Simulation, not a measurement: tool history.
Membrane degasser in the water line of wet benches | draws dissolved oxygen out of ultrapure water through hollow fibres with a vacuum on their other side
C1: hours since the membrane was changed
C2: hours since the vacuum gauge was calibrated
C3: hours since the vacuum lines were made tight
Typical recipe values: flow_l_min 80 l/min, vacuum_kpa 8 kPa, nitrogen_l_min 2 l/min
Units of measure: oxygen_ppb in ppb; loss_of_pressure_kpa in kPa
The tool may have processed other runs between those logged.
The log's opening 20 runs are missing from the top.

-- hour=1535.3 vacuum gauge calibrated, once more
run 21 hour=1586.9 | flow_l_min=69 vacuum_kpa=9.14 nitrogen_l_min=4.53 | C1=2173 C2=52 C3=512 | oxygen_ppb=238 loss_of_pressure_kpa=30.56
run 22 hour=1668.1 | flow_l_min=63 vacuum_kpa=10.01 nitrogen_l_min=4.92 | C1=2254 C2=133 C3=594 | oxygen_ppb=221.6 loss_of_pressure_kpa=28.4
run 23 hour=1730.2 | flow_l_min=94 vacuum_kpa=13.89 nitrogen_l_min=3.21 | C1=2316 C2=195 C3=656 | oxygen_ppb=719.2 loss_of_pressure_kpa=42.16
run 24 hour=1782 | flow_l_min=66 vacuum_kpa=13.89 nitrogen_l_min=3.25 | C1=2368 C2=247 C3=707 | oxygen_ppb=486.5 loss_of_pressure_kpa=29.35
run 25 hour=1875 | flow_l_min=66 vacuum_kpa=13.89 nitrogen_l_min=3.25 | C1=2461 C2=340 C3=800 | oxygen_ppb=485.3 loss_of_pressure_kpa=29.38
run 26 hour=1983 | flow_l_min=103 vacuum_kpa=7.4 nitrogen_l_min=1.66 | C1=2569 C2=448 C3=908 | oxygen_ppb=603.5 loss_of_pressure_kpa=45.99
run 27 hour=2098 | flow_l_min=80 vacuum_kpa=8 nitrogen_l_min=1.14 | C1=2684 C2=563 C3=1023 | oxygen_ppb=624.9 loss_of_pressure_kpa=36.08
run 28 hour=2193.5 | flow_l_min=90 vacuum_kpa=6.29 nitrogen_l_min=1.77 | C1=2779 C2=658 C3=1119 | oxygen_ppb=396.5 loss_of_pressure_kpa=40.26
run 29 hour=2261.9 | flow_l_min=89 vacuum_kpa=8 nitrogen_l_min=2 | C1=2848 C2=727 C3=1187 | oxygen_ppb=498.2 loss_of_pressure_kpa=39.82
run 30 hour=2335.1 | flow_l_min=98 vacuum_kpa=17.4 nitrogen_l_min=2 | C1=2921 C2=800 C3=1261 | oxygen_ppb=1293.5 loss_of_pressure_kpa=43.92
run 31 hour=2438.2 | flow_l_min=80 vacuum_kpa=13.13 nitrogen_l_min=4.5 | C1=3024 C2=903 C3=1364 | oxygen_ppb=445.4 loss_of_pressure_kpa=35.88
run 32 hour=2556.9 | flow_l_min=102 vacuum_kpa=8 nitrogen_l_min=2 | C1=3143 C2=1022 C3=1482 | oxygen_ppb=593.9 loss_of_pressure_kpa=45.54

Branching from run 32: 3 alternative next runs. What would each branch give?
run A hour=2641.3 | flow_l_min=48 vacuum_kpa=8 nitrogen_l_min=4.73 | C1=3227 C2=1106 C3=1567 | oxygen_ppb=? loss_of_pressure_kpa=?
run B hour=2641.3 | flow_l_min=53 vacuum_kpa=19.87 nitrogen_l_min=5.39 | C1=3227 C2=1106 C3=1567 | oxygen_ppb=? loss_of_pressure_kpa=?
run C hour=2641.3 | flow_l_min=71 vacuum_kpa=18.85 nitrogen_l_min=0.97 | C1=3227 C2=1106 C3=1567 | oxygen_ppb=? loss_of_pressure_kpa=?

run=A oxygen_ppb=122.7 loss_of_pressure_kpa=21.37
run=B oxygen_ppb=391.7 loss_of_pressure_kpa=23.81
run=C oxygen_ppb=1720.9 loss_of_pressure_kpa=32.07
Stripped of hidden state, with their random variation kept, the same runs would have yielded:
run=A oxygen_ppb=117.2 loss_of_pressure_kpa=20.96
run=B oxygen_ppb=385.3 loss_of_pressure_kpa=23.37
run=C oxygen_ppb=1703.1 loss_of_pressure_kpa=31.47
